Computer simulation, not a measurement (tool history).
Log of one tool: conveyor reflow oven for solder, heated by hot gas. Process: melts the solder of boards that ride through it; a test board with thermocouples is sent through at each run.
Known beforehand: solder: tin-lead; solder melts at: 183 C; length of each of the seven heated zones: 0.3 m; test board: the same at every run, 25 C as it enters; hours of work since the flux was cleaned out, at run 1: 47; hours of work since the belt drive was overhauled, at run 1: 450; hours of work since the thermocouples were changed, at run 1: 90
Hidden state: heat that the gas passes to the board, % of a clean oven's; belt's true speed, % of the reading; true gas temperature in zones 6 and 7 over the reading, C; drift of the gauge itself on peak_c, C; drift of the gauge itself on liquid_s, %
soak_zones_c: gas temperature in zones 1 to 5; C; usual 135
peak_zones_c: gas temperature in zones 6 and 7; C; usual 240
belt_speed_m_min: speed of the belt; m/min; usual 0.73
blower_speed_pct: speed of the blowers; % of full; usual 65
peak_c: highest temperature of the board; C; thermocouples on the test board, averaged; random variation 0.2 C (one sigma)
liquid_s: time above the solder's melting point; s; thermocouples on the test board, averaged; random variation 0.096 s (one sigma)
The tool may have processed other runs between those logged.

| run | day | soak_zones_c | peak_zones_c | belt_speed_m_min | blower_speed_pct | hours of work since the flux was cleaned out | hours of work since the belt drive was overhauled | hours of work since the thermocouples were changed | peak_c | liquid_s |
|---|---|---|---|---|---|---|---|---|---|---|
| 1 | 0 | 135 | 240 | 0.73 | 65 | 47 | 450 | 90 | 221.8 | 38.6 |
| 2 | 0.346 | 135 | 240 | 0.619 | 65 | 52 | 455 | 96 | 226.5 | 48.59 |
| 3 | 1.033 | 137 | 240 | 0.619 | 65 | 63 | 466 | 107 | 226.9 | 49.37 |
| 4 | 1.417 | 135 | 240 | 0.73 | 65 | 69 | 472 | 113 | 221.4 | 38.74 |
| 5 | 1.8 | 135 | 240 | 0.73 | 65 | 75 | 478 | 119 | 221 | 38.54 |
| 6 | 2.4 | 135 | 240 | 0.752 | 65 | 85 | 487 | 128 | 220.2 | 36.97 |
| 7 | 2.967 | 135 | 240 | 0.752 | 65 | 93 | 496 | 137 | 220.1 | 36.73 |
| 8 | 3.658 | 135 | 240 | 0.752 | 65 | 104 | 507 | 148 | 220.1 | 36.75 |
| 9 | 4.288 | 135 | 240 | 0.752 | 65 | 114 | 517 | 157 | 220.1 | 36.74 |
| 10 | 4.646 | 135 | 234 | 0.752 | 65 | 120 | 523 | 163 | 214.9 | 33.99 |
| 11 | 5.042 | 132 | 234 | 0.752 | 55 | 126 | 529 | 169 | 211 | 30.9 |
| 12 | 5.5 | 122 | 246 | 0.601 | 65 | 133 | 536 | 176 | 231 | 49.18 |
| 13 | 6.092 | 135 | 240 | 0.73 | 50 | 142 | 545 | 186 | 216 | 35.29 |

Predict each of these 3 candidate next runs independently; none follows another, all start after run 13:
| A | 6.838 | 132 | 240 | 0.73 | 64 | 154 | 557 | 197 | ? | ? |
| B | 6.838 | 135 | 240 | 0.691 | 74 | 154 | 557 | 197 | ? | ? |
| C | 6.838 | 135 | 240 | 0.73 | 67 | 154 | 557 | 197 | ? | ? |

| run | peak_c | liquid_s |
|---|---|---|
| A | 219.9 | 37.16 |
| B | 225 | 42.69 |
| C | 221.1 | 38.69 |
Without the tool's unlogged condition, the same runs would have read:
| run | peak_c | liquid_s |
|---|---|---|
| A | 221.6 | 37.59 |
| B | 226.6 | 42.95 |
| C | 222.7 | 39.07 |
